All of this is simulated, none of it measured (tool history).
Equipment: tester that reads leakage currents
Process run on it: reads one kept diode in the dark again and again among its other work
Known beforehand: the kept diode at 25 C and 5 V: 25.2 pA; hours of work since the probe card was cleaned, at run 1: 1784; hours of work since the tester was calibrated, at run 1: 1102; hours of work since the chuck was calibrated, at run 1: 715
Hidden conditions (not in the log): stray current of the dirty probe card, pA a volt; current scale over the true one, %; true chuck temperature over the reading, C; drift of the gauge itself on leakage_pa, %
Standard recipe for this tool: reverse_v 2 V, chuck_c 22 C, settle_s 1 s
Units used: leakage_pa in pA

run,day,reverse_v,chuck_c,settle_s,hours of work since the probe card was cleaned,hours of work since the tester was calibrated,hours of work since the chuck was calibrated,leakage_pa
1,0,2,22,1,1784,1102,715,14.59
2,4.862,2,22,0.3,1851,1169,782,15.07
3,12.425,2,22,0.3,1955,1273,886,15.07
4,21.808,2,22,0.3,2084,1403,1015,15.06
# day 23.062: chuck's temperature calibrated
5,28.621,2,22,1,2177,1495,77,14.52
# day 33.879: probe card cleaned and baked
6,38.879,2,22,1,69,1635,216,14.49
7,43.662,2,22,1,135,1700,282,14.52
8,50.496,2,22,1,229,1795,376,14.44
9,58.492,2,22,1,339,1905,486,14.6
10,67.954,2.98,24,3.55,469,2035,616,19.36
11,74.196,2.98,24,3.55,555,2121,702,19.43
12,80.604,6.4,20,2.41,643,2209,790,19.43
13,88.579,1.55,53,1,753,2319,900,107.33
14,94.621,1.34,22,1,836,2402,983,12.43
# day 98.221: chuck's temperature calibrated
15,101.996,6.39,53,1,936,2502,52,182.81
# day 108.538: tester calibrated
16,109.279,4.1,20,2.58,1035,10,151,16.32
17,119.475,4.1,20,2.58,1176,151,291,16.32

Forecast each of these 4 alternatives for the next run:
A,125.042,2,54,4.08,1252,227,368,?
B,125.042,4.1,53,2.58,1252,227,368,?
C,125.042,9.31,37,2.58,1252,227,368,?
D,125.042,2,22,5.47,1252,227,368,?

run,leakage_pa
A,125.92
B,154.07
C,75.25
D,14.41
What these runs would have given with no unlogged condition in the tool:
run,leakage_pa
A,125.91
B,154.05
C,75.22
D,14.4

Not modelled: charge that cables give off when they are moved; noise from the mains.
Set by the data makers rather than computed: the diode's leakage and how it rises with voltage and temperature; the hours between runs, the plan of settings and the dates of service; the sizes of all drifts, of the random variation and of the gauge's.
